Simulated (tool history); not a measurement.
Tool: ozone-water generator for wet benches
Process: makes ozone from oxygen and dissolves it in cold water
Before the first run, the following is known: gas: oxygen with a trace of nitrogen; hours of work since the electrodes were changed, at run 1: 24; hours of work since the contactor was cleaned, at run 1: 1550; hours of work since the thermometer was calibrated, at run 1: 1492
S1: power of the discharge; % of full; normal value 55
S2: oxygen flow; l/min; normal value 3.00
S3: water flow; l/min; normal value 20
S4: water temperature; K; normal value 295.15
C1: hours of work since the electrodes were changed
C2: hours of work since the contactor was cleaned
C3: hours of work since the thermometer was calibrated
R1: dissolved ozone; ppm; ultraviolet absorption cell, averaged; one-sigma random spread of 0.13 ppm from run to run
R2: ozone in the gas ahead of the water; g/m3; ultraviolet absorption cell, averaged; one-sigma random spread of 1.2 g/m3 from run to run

run 1 day=0.000 | S1=55 S2=3.00 S3=20 S4=295.15 | C1=24 C2=1550 C3=1492 | R1=14.2 R2=222.4
run 2 day=2.325 | S1=55 S2=3.00 S3=20 S4=295.15 | C1=59 C2=1585 C3=1527 | R1=14.5 R2=223.2
run 3 day=3.696 | S1=55 S2=3.00 S3=20 S4=295.15 | C1=80 C2=1606 C3=1547 | R1=14.5 R2=224.1
run 4 day=6.333 | S1=55 S2=3.00 S3=20 S4=295.15 | C1=119 C2=1646 C3=1587 | R1=14.4 R2=224.5
run 5 day=8.921 | S1=55 S2=3.00 S3=20 S4=295.15 | C1=158 C2=1685 C3=1626 | R1=14.3 R2=222.8
run 6 day=10.508 | S1=55 S2=3.00 S3=20 S4=295.15 | C1=182 C2=1709 C3=1650 | R1=14.3 R2=224.2
run 7 day=13.246 | S1=55 S2=3.00 S3=14 S4=295.15 | C1=224 C2=1750 C3=1692 | R1=19.1 R2=224.8
run 8 day=14.592 | S1=55 S2=3.00 S3=14 S4=295.15 | C1=244 C2=1771 C3=1712 | R1=19.1 R2=223.2
-- day=16.429 contactor cleaned
run 9 day=17.475 | S1=55 S2=3.00 S3=14 S4=295.15 | C1=285 C2=16 C3=1753 | R1=19.1 R2=225.6
run 10 day=19.271 | S1=55 S2=3.00 S3=14 S4=295.15 | C1=312 C2=43 C3=1780 | R1=19.1 R2=226.5
run 11 day=20.675 | S1=55 S2=3.00 S3=14 S4=295.15 | C1=334 C2=64 C3=1801 | R1=19.5 R2=224.1
run 12 day=21.996 | S1=55 S2=3.00 S3=14 S4=295.15 | C1=353 C2=84 C3=1821 | R1=19.0 R2=226.2
run 13 day=24.471 | S1=55 S2=3.00 S3=20 S4=295.15 | C1=391 C2=121 C3=1859 | R1=14.5 R2=226.9
run 14 day=26.342 | S1=55 S2=3.00 S3=20 S4=295.15 | C1=419 C2=150 C3=1887 | R1=14.3 R2=226.8
run 15 day=29.050 | S1=55 S2=5.05 S3=20 S4=295.15 | C1=460 C2=191 C3=1928 | R1=15.7 R2=180.3
run 16 day=30.825 | S1=55 S2=5.05 S3=20 S4=295.15 | C1=487 C2=217 C3=1955 | R1=15.5 R2=180.4
run 17 day=32.975 | S1=55 S2=5.05 S3=20 S4=295.15 | C1=519 C2=250 C3=1987 | R1=15.3 R2=180.5
run 18 day=35.488 | S1=69 S2=2.04 S3=16 S4=299.15 | C1=557 C2=288 C3=2025 | R1=18.6 R2=331.6
run 19 day=38.158 | S1=55 S2=1.70 S3=22 S4=298.15 | C1=598 C2=328 C3=2066 | R1=10.9 R2=295.8
run 20 day=39.725 | S1=55 S2=3.00 S3=15 S4=295.15 | C1=621 C2=352 C3=2089 | R1=18.0 R2=228.2
-- day=40.650 gauge calibrated
run 21 day=41.550 | S1=47 S2=3.82 S3=22 S4=293.15 | C1=649 C2=379 C3=2117 | R1=12.2 R2=174.1
run 22 day=43.662 | S1=71 S2=3.82 S3=22 S4=293.15 | C1=681 C2=411 C3=2149 | R1=18.1 R2=252.1
run 23 day=45.638 | S1=55 S2=3.00 S3=20 S4=295.15 | C1=711 C2=441 C3=2178 | R1=14.4 R2=223.4
run 24 day=47.292 | S1=55 S2=3.00 S3=20 S4=295.15 | C1=736 C2=466 C3=2204 | R1=14.5 R2=222.7
run 25 day=50.104 | S1=55 S2=1.64 S3=30 S4=295.15 | C1=778 C2=509 C3=2246 | R1=8.0 R2=293.1
run 26 day=51.625 | S1=55 S2=1.64 S3=25 S4=295.15 | C1=801 C2=532 C3=2269 | R1=9.5 R2=294.6
run 27 day=53.771 | S1=55 S2=2.14 S3=12 S4=295.15 | C1=833 C2=564 C3=2301 | R1=20.3 R2=261.2
run 28 day=55.158 | S1=41 S2=3.00 S3=20 S4=295.15 | C1=854 C2=585 C3=2322 | R1=10.8 R2=172.0
run 29 day=57.950 | S1=56 S2=4.69 S3=28 S4=295.15 | C1=897 C2=627 C3=2364 | R1=11.9 R2=186.7
run 30 day=59.617 | S1=56 S2=4.69 S3=28 S4=295.15 | C1=922 C2=652 C3=2390 | R1=11.9 R2=188.9
run 31 day=60.996 | S1=67 S2=1.96 S3=21 S4=290.15 | C1=943 C2=673 C3=2410 | R1=15.2 R2=329.3
run 32 day=62.850 | S1=99 S2=3.00 S3=20 S4=295.15 | C1=971 C2=701 C3=2439 | R1=24.4 R2=386.7
run 33 day=64.383 | S1=99 S2=3.00 S3=20 S4=295.15 | C1=994 C2=724 C3=2462 | R1=24.6 R2=389.3

Entry by entry between the runs, the difference in hidden state between the last listed run before and the first listed run after:
From run 8 to run 9: contactor cleaned (day 16.429)
  contactor's efficiency, % of a clean one's: 99.8 -> 100; true water temperature over the reading, C: 0 -> 0.01; drift of the gauge itself on gas_g_m3, %: 0.99 -> 1.17
  measured value less the no-hidden-state value, R2: +2.2 -> +2.6 g/m3
From run 20 to run 21: gauge calibrated (day 40.650)
  drift of the gauge itself on gas_g_m3, %: 2.68 -> 0.06
  measured value less the no-hidden-state value, R2: +6.0 -> +0.1 g/m3
